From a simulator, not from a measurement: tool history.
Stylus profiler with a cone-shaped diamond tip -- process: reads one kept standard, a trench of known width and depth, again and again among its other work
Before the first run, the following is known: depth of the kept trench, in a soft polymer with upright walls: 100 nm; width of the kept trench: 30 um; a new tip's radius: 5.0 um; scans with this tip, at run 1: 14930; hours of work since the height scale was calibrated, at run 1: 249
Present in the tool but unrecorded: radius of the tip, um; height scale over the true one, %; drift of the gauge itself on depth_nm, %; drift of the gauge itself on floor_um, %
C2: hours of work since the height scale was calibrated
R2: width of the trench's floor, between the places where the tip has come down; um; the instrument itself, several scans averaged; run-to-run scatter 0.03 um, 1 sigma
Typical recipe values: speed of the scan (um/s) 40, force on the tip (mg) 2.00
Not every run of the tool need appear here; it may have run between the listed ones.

Run 1, hour 0.0: usual settings; scans with this tip 14930; C2 249. Result: depth of the trench (nm) 100.80, R2 26.85 um.
Run 2, hour 69.4: usual settings; scans with this tip 15244; C2 291. Result: depth of the trench (nm) 100.85, R2 26.82 um.
Run 3, hour 146.4: usual settings but speed of the scan (um/s) 114; scans with this tip 15592; C2 338. Result: depth of the trench (nm) 100.80, R2 26.52 um.
Run 4, hour 207.4: usual settings but speed of the scan (um/s) 114; scans with this tip 15867; C2 374. Result: depth of the trench (nm) 100.78, R2 26.49 um.
Run 5, hour 247.1: usual settings but speed of the scan (um/s) 114; scans with this tip 16047; C2 399. Result: depth of the trench (nm) 100.82, R2 26.49 um.
Run 6, hour 292.6: usual settings; scans with this tip 16253; C2 426. Result: depth of the trench (nm) 100.84, R2 26.77 um.
Run 7, hour 349.7: usual settings; scans with this tip 16511; C2 461. Result: depth of the trench (nm) 100.75, R2 26.73 um.
Run 8, hour 388.5: usual settings; scans with this tip 16686; C2 484. Result: depth of the trench (nm) 100.74, R2 26.76 um.
At hour 393.4: height scale calibrated on a step standard.
Run 9, hour 431.3: usual settings but speed of the scan (um/s) 112, force on the tip (mg) 3.83; scans with this tip 16877; C2 23. Result: depth of the trench (nm) 101.10, R2 26.62 um.

The next listed run, before its measurement:
Run 10, hour 499.4: usual settings but speed of the scan (um/s) 112, force on the tip (mg) 3.83; scans with this tip 17185; C2 64. Result: depth of the trench (nm) ?, R2 ?.

depth of the trench (nm): 101.09
R2: 26.54 um
Were there no unlogged condition in the tool, this run, its random variation unchanged, would have produced depth of the trench (nm) 101.32, R2 27.71 um.

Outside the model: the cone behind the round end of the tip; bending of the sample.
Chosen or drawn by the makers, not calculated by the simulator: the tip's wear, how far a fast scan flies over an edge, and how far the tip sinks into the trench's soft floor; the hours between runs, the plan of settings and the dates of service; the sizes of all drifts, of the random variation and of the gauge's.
